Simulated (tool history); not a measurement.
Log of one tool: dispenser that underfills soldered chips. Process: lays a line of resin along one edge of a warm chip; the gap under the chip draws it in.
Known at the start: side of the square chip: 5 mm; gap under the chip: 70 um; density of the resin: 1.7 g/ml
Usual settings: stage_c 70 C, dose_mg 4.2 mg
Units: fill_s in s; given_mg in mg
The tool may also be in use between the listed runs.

run 1 hour=0 | stage_c=70 dose_mg=4.2 | fill_s=24.3 given_mg=4.12
run 2 hour=6.4 | stage_c=70 dose_mg=4.2 | fill_s=19.6 given_mg=4.11
run 3 hour=14.5 | stage_c=70 dose_mg=4.2 | fill_s=19.4 given_mg=4.07
run 4 hour=21.7 | stage_c=70 dose_mg=4.2 | fill_s=27.7 given_mg=4.05
run 5 hour=25.5 | stage_c=60 dose_mg=4.2 | fill_s=34.7 given_mg=4.03
run 6 hour=30.7 | stage_c=56 dose_mg=4.2 | fill_s=55.4 given_mg=4.02
run 7 hour=36.7 | stage_c=82 dose_mg=4.2 | fill_s=12.6 given_mg=4.03
run 8 hour=43.3 | stage_c=82 dose_mg=4.2 | fill_s=11.2 given_mg=4.04
run 9 hour=49 | stage_c=62 dose_mg=4.2 | fill_s=39.5 given_mg=4.04
run 10 hour=55 | stage_c=62 dose_mg=4.2 | fill_s=32.5 given_mg=4.02
run 11 hour=62.1 | stage_c=62 dose_mg=3.8 | fill_s=30 given_mg=3.65
run 12 hour=68.5 | stage_c=62 dose_mg=3.8 | fill_s=41.9 given_mg=3.62
run 13 hour=73 | stage_c=62 dose_mg=3.66 | fill_s=33.4 given_mg=3.45
run 14 hour=76.5 | stage_c=62 dose_mg=3.66 | fill_s=39.9 given_mg=3.44
run 15 hour=80.4 | stage_c=79 dose_mg=3.96 | fill_s=11.5 given_mg=3.75
run 16 hour=83.8 | stage_c=79 dose_mg=3.96 | fill_s=15.2 given_mg=3.73
run 17 hour=88.8 | stage_c=79 dose_mg=3.96 | fill_s=11.8 given_mg=3.73
run 18 hour=97 | stage_c=63 dose_mg=4.62 | fill_s=37.6 given_mg=4.31
run 19 hour=104.3 | stage_c=63 dose_mg=4.62 | fill_s=33.9 given_mg=4.33
run 20 hour=109.1 | stage_c=63 dose_mg=4.62 | fill_s=25.8 given_mg=4.31
run 21 hour=114.5 | stage_c=57 dose_mg=3.8 | fill_s=50.5 given_mg=3.52
run 22 hour=121.6 | stage_c=57 dose_mg=5.5 | fill_s=38.3 given_mg=5.49
run 23 hour=128.3 | stage_c=70 dose_mg=3.72 | fill_s=18.2 given_mg=3.72
run 24 hour=134.5 | stage_c=65 dose_mg=3.74 | fill_s=31.5 given_mg=3.71

Not shown: 15 entries that the log had between the listed runs. Between which runs, and how does the tool's hidden state differ before and after?
Between runs 1 and 2: new syringe of resin (hour 3.5)
  resin's viscosity, % of fresh resin's: 138 -> 117.3; dose that the valve gives, % of what is set: 97.7 -> 97.44; true chip temperature over the reading, C: 0.91 -> 0.93
  measured less the result without the state, fill_s: +5.9 -> +2.3 s; given_mg: -0.1 -> -0.1 mg
Between runs 2 and 3: new syringe of resin (hour 12.8)
  resin's viscosity, % of fresh resin's: 117.3 -> 108.7; dose that the valve gives, % of what is set: 97.44 -> 97.07; true chip temperature over the reading, C: 0.93 -> 0.95
  measured less the result without the state, fill_s: +2.3 -> +0.8 s; given_mg: -0.1 -> -0.13 mg
Between runs 4 and 5: new syringe of resin (hour 22.3)
  resin's viscosity, % of fresh resin's: 160.9 -> 119.3; dose that the valve gives, % of what is set: 96.77 -> 96.62; true chip temperature over the reading, C: 0.97 -> 0.98
  measured less the result without the state, fill_s: +9.8 -> +4.3 s; given_mg: -0.13 -> -0.14 mg
Between runs 6 and 7: new syringe of resin (hour 31.7)
  resin's viscosity, % of fresh resin's: 158.5 -> 133; dose that the valve gives, % of what is set: 96.4 -> 96.13; true chip temperature over the reading, C: 0.99 -> 1
  measured less the result without the state, fill_s: +18.8 -> +2.9 s; given_mg: -0.15 -> -0.16 mg
Between runs 7 and 8: new syringe of resin (hour 41.5)
  resin's viscosity, % of fresh resin's: 133 -> 110.6; dose that the valve gives, % of what is set: 96.13 -> 95.85; true chip temperature over the reading, C: 1 -> 1.02
  measured less the result without the state, fill_s: +2.9 -> +0.7 s; given_mg: -0.16 -> -0.17 mg
Between runs 9 and 10: new syringe of resin (hour 50.7)
  resin's viscosity, % of fresh resin's: 150.9 -> 125.7; dose that the valve gives, % of what is set: 95.59 -> 95.34; true chip temperature over the reading, C: 1.03 -> 1.04
  measured less the result without the state, fill_s: +12.2 -> +5.5 s; given_mg: -0.19 -> -0.19 mg
Between runs 10 and 11: new syringe of resin (hour 60.3)
  resin's viscosity, % of fresh resin's: 125.7 -> 111.1; dose that the valve gives, % of what is set: 95.34 -> 95.03; true chip temperature over the reading, C: 1.04 -> 1.06
  measured less the result without the state, fill_s: +5.5 -> +2 s; given_mg: -0.19 -> -0.19 mg
Between runs 12 and 13: new syringe of resin (hour 69.5)
  resin's viscosity, % of fresh resin's: 157.2 -> 121.7; dose that the valve gives, % of what is set: 94.76 -> 94.59; true chip temperature over the reading, C: 1.08 -> 1.09
  measured less the result without the state, fill_s: +14.2 -> +5 s; given_mg: -0.2 -> -0.2 mg
Between runs 14 and 15: new syringe of resin (hour 79.4)
  resin's viscosity, % of fresh resin's: 147.9 -> 105.9; dose that the valve gives, % of what is set: 94.44 -> 94.26; true chip temperature over the reading, C: 1.1 -> 1.11
  measured less the result without the state, fill_s: +12.1 -> +0.2 s; given_mg: -0.2 -> -0.22 mg
Between runs 16 and 17: new syringe of resin (hour 88.8)
  resin's viscosity, % of fresh resin's: 127.5 -> 100.7; dose that the valve gives, % of what is set: 94.11 -> 93.91; true chip temperature over the reading, C: 1.11 -> 1.12
  measured less the result without the state, fill_s: +2.7 -> -0.3 s; given_mg: -0.23 -> -0.24 mg
Between runs 18 and 19: new syringe of resin (hour 98.3)
  resin's viscosity, % of fresh resin's: 157 -> 137.6; dose that the valve gives, % of what is set: 93.57 -> 93.23; true chip temperature over the reading, C: 1.14 -> 1.16
  measured less the result without the state, fill_s: +12.6 -> +8 s; given_mg: -0.3 -> -0.31 mg
Between runs 19 and 20: new syringe of resin (hour 107.7)
  resin's viscosity, % of fresh resin's: 137.6 -> 108.5; dose that the valve gives, % of what is set: 93.23 -> 93.03; true chip temperature over the reading, C: 1.16 -> 1.18
  measured less the result without the state, fill_s: +8 -> +0.8 s; given_mg: -0.31 -> -0.32 mg
Between runs 21 and 22: dispensing valve cleaned and set on the balance (hour 117.4); new syringe of resin (hour 118.3)
  resin's viscosity, % of fresh resin's: 144.8 -> 118.3; dose that the valve gives, % of what is set: 92.82 -> 99.82; true chip temperature over the reading, C: 1.19 -> 1.2
  measured less the result without the state, fill_s: +14.3 -> +3.8 s; given_mg: -0.28 -> -0.01 mg
Between runs 22 and 23: new syringe of resin (hour 127.8)
  resin's viscosity, % of fresh resin's: 118.3 -> 103.2; dose that the valve gives, % of what is set: 99.82 -> 99.53; true chip temperature over the reading, C: 1.2 -> 1.22
  measured less the result without the state, fill_s: +3.8 -> -0.5 s; given_mg: -0.01 -> -0.02 mg
